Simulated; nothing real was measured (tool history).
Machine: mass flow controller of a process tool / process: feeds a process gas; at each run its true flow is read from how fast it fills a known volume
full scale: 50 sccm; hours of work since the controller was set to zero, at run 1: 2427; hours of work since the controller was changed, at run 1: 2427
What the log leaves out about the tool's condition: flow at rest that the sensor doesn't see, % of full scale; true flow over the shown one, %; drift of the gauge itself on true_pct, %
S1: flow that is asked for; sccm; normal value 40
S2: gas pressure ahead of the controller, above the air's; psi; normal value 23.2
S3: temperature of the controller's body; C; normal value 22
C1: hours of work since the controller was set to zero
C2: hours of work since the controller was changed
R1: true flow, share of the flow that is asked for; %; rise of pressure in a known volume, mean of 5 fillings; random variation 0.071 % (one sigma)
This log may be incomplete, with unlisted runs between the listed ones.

| run | hour | S1 | S2 | S3 | C1 | C2 | R1 |
|---|---|---|---|---|---|---|---|
| 1 | 0.0 | 40 | 23.2 | 22 | 2427 | 2427 | 100.35 |
| 2 | 98.0 | 40 | 23.2 | 22 | 2477 | 2477 | 100.37 |
| 3 | 234.0 | 40 | 23.2 | 22 | 2547 | 2547 | 100.29 |
| 4 | 388.5 | 40 | 23.2 | 22 | 2626 | 2626 | 100.32 |
| 5 | 467.7 | 40 | 23.2 | 22 | 2667 | 2667 | 100.21 |
| 6 | 543.1 | 40 | 23.2 | 22 | 2705 | 2705 | 100.38 |
| 7 | 670.5 | 18 | 23.2 | 22 | 2770 | 2770 | 99.23 |
|  | 684.6 | controller's zero set anew |
| 8 | 737.4 | 34 | 25.4 | 22 | 27 | 2804 | 100.13 |
| 9 | 893.5 | 47 | 23.6 | 30 | 107 | 2884 | 99.86 |
|  | 995.4 | controller's zero set anew, once more |
| 10 | 1034.1 | 19 | 24.4 | 22 | 20 | 2956 | 98.93 |
| 11 | 1098.3 | 10 | 39.2 | 26 | 53 | 2989 | 97.78 |
| 12 | 1207.4 | 40 | 35.0 | 22 | 108 | 3044 | 100.06 |
| 13 | 1307.9 | 39 | 38.9 | 25 | 160 | 3096 | 99.58 |

Each row is a separate what-if for the run after 13, all from the same tool condition, not one after another. Results?
| A | 1440.7 | 25 | 22.8 | 22 | 228 | 3164 | ? |
| B | 1440.7 | 7 | 34.4 | 23 | 228 | 3164 | ? |
| C | 1440.7 | 39 | 38.9 | 32 | 228 | 3164 | ? |
| D | 1440.7 | 39 | 38.9 | 25 | 228 | 3164 | ? |
| E | 1440.7 | 6 | 37.0 | 20 | 228 | 3164 | ? |

| run | R1 |
|---|---|
| A | 99.42 |
| B | 98.15 |
| C | 98.84 |
| D | 99.67 |
| E | 98.54 |
What these runs would have given with no unlogged condition in the tool:
| run | R1 |
|---|---|
| A | 98.92 |
| B | 97.41 |
| C | 98.38 |
| D | 99.21 |
| E | 97.73 |
